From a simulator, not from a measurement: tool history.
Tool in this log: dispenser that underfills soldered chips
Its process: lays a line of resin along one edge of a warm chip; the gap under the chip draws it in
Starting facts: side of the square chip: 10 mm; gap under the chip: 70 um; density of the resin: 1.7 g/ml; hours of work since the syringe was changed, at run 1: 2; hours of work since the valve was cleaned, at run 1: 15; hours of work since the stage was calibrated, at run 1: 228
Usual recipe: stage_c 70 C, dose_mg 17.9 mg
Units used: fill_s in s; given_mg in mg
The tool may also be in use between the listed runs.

run   hour  stage_c  dose_mg  hours of work since the syringe was changed  hours of work since the valve was cleaned  hours of work since the stage was calibrated  fill_s  given_mg
  1    0.0       70     17.9                                            2                                         15                                           228    82.8     17.78
       9.1  -- new syringe of resin
  2   14.4       77     17.9                                            3                                         24                                           237    70.4     17.78
      19.6  -- new syringe of resin
      30.2  -- new syringe of resin
  3   31.5       70     19.8                                            1                                         35                                           247    75.9     19.54
  4   39.8       70     16.3                                            6                                         40                                           252   110.0     16.10
      41.4  -- new syringe of resin
      51.7  -- new syringe of resin
  5   53.7       81     17.9                                            1                                         48                                           261    53.6     17.62
      62.6  -- new syringe of resin
  6   70.0       81     17.9                                            5                                         58                                           271    64.7     17.45
      72.9  -- new syringe of resin
      83.1  -- new syringe of resin
  7   84.9       70     23.2                                            1                                         68                                           280    75.2     22.68
      93.6  -- new syringe of resin
  8   97.1       70     17.9                                            2                                         75                                           287    87.3     17.32
     103.7  -- new syringe of resin
     113.9  -- new syringe of resin
  9  113.9       77     15.6                                            0                                         85                                           298    56.7     14.90
     124.7  -- new syringe of resin
 10  125.5       62     16.6                                            1                                         92                                           305   106.9     15.92
     135.3  -- new syringe of resin
 11  138.0       62     16.6                                            2                                        100                                           312   115.3     15.95
     145.7  -- new syringe of resin
     148.5  -- dispensing valve cleaned and set on the balance
 12  151.2       80     20.7                                            3                                          2                                           320    59.1     20.57
     157.5  -- new syringe of resin
 13  163.2       77     16.6                                            4                                          9                                           327    69.6     16.52
     168.4  -- new syringe of resin
     179.1  -- new syringe of resin
 14  179.8       85     15.8                                            0                                         19                                           337    43.3     15.63
     189.8  -- new syringe of resin
 15  195.9       67     17.1                                            4                                         29                                           347   103.2     16.89

Each run again, without the hidden state but with its own random variation kept:
The tool's hidden condition here consists of: resin's viscosity, % of fresh resin's; dose that the valve gives, % of what is set; true chip temperature over the reading, C; drift of the gauge itself on fill_s, %; drift of the gauge itself on given_mg, %.
run  fill_s  given_mg
  1    80.3     17.85
  2    60.7     17.92
  3    77.7     19.79
  4    81.5     16.34
  5    53.2     17.94
  6    51.6     17.86
  7    77.2     23.30
  8    81.3     17.85
  9    61.8     15.43
 10   112.1     16.54
 11   112.6     16.64
 12    53.8     20.62
 13    61.6     16.61
 14    46.1     15.78
 15    90.3     17.13
